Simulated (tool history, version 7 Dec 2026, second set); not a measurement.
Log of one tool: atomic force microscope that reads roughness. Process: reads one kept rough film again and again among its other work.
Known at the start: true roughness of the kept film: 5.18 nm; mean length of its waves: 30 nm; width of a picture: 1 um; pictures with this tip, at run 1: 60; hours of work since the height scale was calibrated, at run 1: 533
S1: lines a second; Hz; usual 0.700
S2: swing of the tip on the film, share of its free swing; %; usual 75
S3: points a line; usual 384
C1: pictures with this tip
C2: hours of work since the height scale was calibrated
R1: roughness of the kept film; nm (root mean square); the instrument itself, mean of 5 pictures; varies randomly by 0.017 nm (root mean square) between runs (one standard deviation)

run 1 hour=0.0 | S1=0.700 S2=75 S3=384 | C1=60 C2=533 | R1=2.684
-- hour=5.0 new tip fitted
-- hour=38.3 new tip fitted
run 2 hour=53.0 | S1=0.700 S2=75 S3=384 | C1=30 C2=574 | R1=3.169
-- hour=73.1 new tip fitted
run 3 hour=90.1 | S1=0.700 S2=75 S3=384 | C1=35 C2=603 | R1=3.146
-- hour=109.7 new tip fitted
run 4 hour=121.2 | S1=0.700 S2=75 S3=384 | C1=24 C2=628 | R1=3.342
-- hour=143.5 new tip fitted
run 5 hour=170.2 | S1=0.864 S2=75 S3=384 | C1=55 C2=666 | R1=2.721
-- hour=178.3 new tip fitted
-- hour=211.4 new tip fitted
run 6 hour=219.1 | S1=0.864 S2=75 S3=384 | C1=15 C2=704 | R1=3.584
-- hour=246.3 new tip fitted
run 7 hour=254.6 | S1=0.864 S2=75 S3=384 | C1=17 C2=732 | R1=3.445
-- hour=283.6 new tip fitted
run 8 hour=308.4 | S1=0.864 S2=75 S3=384 | C1=51 C2=775 | R1=2.824
-- hour=318.3 new tip fitted
-- hour=352.0 new tip fitted
run 9 hour=355.4 | S1=0.864 S2=75 S3=384 | C1=7 C2=811 | R1=3.852
run 10 hour=383.1 | S1=1.310 S2=75 S3=564 | C1=64 C2=833 | R1=2.495
-- hour=387.8 new tip fitted
run 11 hour=409.1 | S1=3.907 S2=70 S3=259 | C1=44 C2=854 | R1=2.600
-- hour=420.8 new tip fitted
run 12 hour=435.7 | S1=0.700 S2=75 S3=529 | C1=31 C2=874 | R1=3.148
-- hour=457.3 new tip fitted
run 13 hour=475.5 | S1=0.700 S2=75 S3=529 | C1=37 C2=906 | R1=3.103
-- hour=492.2 new tip fitted
run 14 hour=519.6 | S1=3.519 S2=73 S3=406 | C1=57 C2=940 | R1=2.310
-- hour=526.7 new tip fitted
-- hour=561.5 new tip fitted
run 15 hour=566.0 | S1=0.743 S2=83 S3=384 | C1=9 C2=976 | R1=3.709

Forecast each of these 4 alternatives for the next run:
-- hour=595.6 new tip fitted
run A hour=622.6 | S1=0.746 S2=84 S3=340 | C1=56 C2=1021 | R1=?
-- hour=595.6 new tip fitted
run B hour=622.6 | S1=1.167 S2=84 S3=563 | C1=56 C2=1021 | R1=?
-- hour=595.6 new tip fitted
run C hour=622.6 | S1=1.771 S2=83 S3=384 | C1=56 C2=1021 | R1=?
-- hour=595.6 new tip fitted
run D hour=622.6 | S1=3.815 S2=75 S3=384 | C1=56 C2=1021 | R1=?

run=A R1=2.718
run=B R1=2.661
run=C R1=2.543
run=D R1=2.421
The same runs, with their run-to-run variation unchanged, on a tool lacking any hidden condition would have given:
run=A R1=3.942
run=B R1=3.856
run=C R1=3.686
run=D R1=3.512
